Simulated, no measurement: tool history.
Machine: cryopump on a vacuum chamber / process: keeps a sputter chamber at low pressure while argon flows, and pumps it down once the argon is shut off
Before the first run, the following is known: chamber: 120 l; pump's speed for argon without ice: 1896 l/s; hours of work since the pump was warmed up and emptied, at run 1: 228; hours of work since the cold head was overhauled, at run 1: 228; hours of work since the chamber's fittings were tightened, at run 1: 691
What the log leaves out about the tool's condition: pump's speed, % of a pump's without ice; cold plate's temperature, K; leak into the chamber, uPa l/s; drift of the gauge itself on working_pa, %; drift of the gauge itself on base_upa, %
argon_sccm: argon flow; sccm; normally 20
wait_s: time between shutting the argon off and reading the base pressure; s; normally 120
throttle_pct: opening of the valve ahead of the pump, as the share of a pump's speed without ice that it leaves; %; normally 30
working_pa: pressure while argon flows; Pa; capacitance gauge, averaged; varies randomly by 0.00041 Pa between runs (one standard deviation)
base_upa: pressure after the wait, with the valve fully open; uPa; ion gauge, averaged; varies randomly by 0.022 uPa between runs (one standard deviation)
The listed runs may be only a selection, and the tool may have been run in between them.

run,hour,argon_sccm,wait_s,throttle_pct,hours of work since the pump was warmed up and emptied,hours of work since the cold head was overhauled,hours of work since the chamber's fittings were tightened,working_pa,base_upa
1,0,20,120,30,228,228,691,0.0601,0.91
2,72.6,20,22,30,279,279,742,0.0614,2.94
3,154.7,20,120,16,337,337,800,0.1123,0.95
4,235.8,20,120,16,395,395,857,0.1143,1.05
5,312.5,20,120,16,449,449,911,0.1138,1.02
6,398.8,13,120,30,509,509,972,0.0403,1.12
7,486.6,20,120,30,571,571,1034,0.0633,1.13
8,545,20,120,30,612,612,1075,0.063,1.13
9,601.5,20,120,30,652,652,1115,0.0631,1.2
10,689.3,20,120,30,714,714,1177,0.0631,1.22
11,779,20,120,30,777,777,1240,0.063,1.21
12,881.1,20,120,30,849,849,1312,0.0633,1.28
13,967,20,120,30,910,910,1372,0.0642,1.36
# hour 980.6: pump warmed up, emptied and cooled again
14,1027.3,20,120,30,33,949,1411,0.0587,1.22
15,1071.2,20,120,30,64,980,1442,0.0602,1.2
16,1160.5,20,92,30,127,1043,1505,0.0594,1.34
17,1230.7,35,92,30,176,1092,1555,0.106,1.44
18,1285.3,35,92,30,215,1130,1593,0.1055,1.48
19,1363.5,20,150,59,270,1186,1648,0.031,1.24

For run 20, what comes out?
20,1415.1,20,150,59,306,1222,1685,?,?

For run 20 the tool returned working_pa 0.0321 Pa, base_upa 1.26 uPa.
Without the tool's hidden state the same run would have given working_pa 0.0306 Pa, base_upa 0.51 uPa.

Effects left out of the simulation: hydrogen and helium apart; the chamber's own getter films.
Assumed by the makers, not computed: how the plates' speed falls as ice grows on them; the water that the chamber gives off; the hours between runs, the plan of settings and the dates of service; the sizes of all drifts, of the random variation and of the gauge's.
